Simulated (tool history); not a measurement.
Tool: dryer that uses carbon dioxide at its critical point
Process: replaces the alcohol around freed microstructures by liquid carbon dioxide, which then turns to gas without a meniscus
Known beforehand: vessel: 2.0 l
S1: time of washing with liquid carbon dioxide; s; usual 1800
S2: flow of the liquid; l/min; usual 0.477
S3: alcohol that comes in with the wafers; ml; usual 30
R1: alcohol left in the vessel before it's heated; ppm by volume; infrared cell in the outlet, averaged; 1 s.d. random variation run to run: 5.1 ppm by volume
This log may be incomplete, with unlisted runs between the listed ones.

| run | hour | S1 | S2 | S3 | R1 |
|---|---|---|---|---|---|
| 1 | 0 | 1800 | 0.477 | 30 | 119 |
| 2 | 35.1 | 1800 | 0.477 | 30 | 129 |
| 3 | 82.6 | 1800 | 0.477 | 30 | 145 |
| 4 | 123 | 1800 | 0.617 | 30 | 84 |
| 5 | 165.4 | 1800 | 0.304 | 30 | 660 |
|  | 189.9 | inlet filter changed |
| 6 | 215.9 | 1800 | 0.304 | 30 | 548 |
| 7 | 261.6 | 1800 | 0.304 | 30 | 564 |
| 8 | 302.9 | 1800 | 0.304 | 30 | 565 |
| 9 | 359.9 | 1800 | 0.304 | 30 | 599 |
| 10 | 411.6 | 1800 | 0.304 | 30 | 638 |
| 11 | 453.6 | 1800 | 0.534 | 107 | 228 |
| 12 | 484.5 | 2640 | 0.31 | 74 | 385 |
| 13 | 516.4 | 1140 | 0.337 | 30 | 1496 |
| 14 | 560.2 | 1800 | 0.372 | 53 | 587 |
| 15 | 583.9 | 1440 | 0.355 | 24 | 696 |

5 ways to go on from here, each from the tool as it stands after run 15. What would each give?
| A | 628.8 | 1800 | 0.401 | 106 | ? |
| B | 628.8 | 1800 | 0.505 | 36 | ? |
| C | 628.8 | 1440 | 0.355 | 20 | ? |
| D | 628.8 | 1800 | 0.605 | 30 | ? |
| E | 628.8 | 1620 | 0.569 | 109 | ? |

| run | R1 |
|---|---|
| A | 818 |
| B | 216 |
| C | 599 |
| D | 171 |
| E | 341 |
With no hidden state in the tool, these same runs would have given:
| run | R1 |
|---|---|
| A | 489 |
| B | 48 |
| C | 361 |
| D | 16 |
| E | 129 |

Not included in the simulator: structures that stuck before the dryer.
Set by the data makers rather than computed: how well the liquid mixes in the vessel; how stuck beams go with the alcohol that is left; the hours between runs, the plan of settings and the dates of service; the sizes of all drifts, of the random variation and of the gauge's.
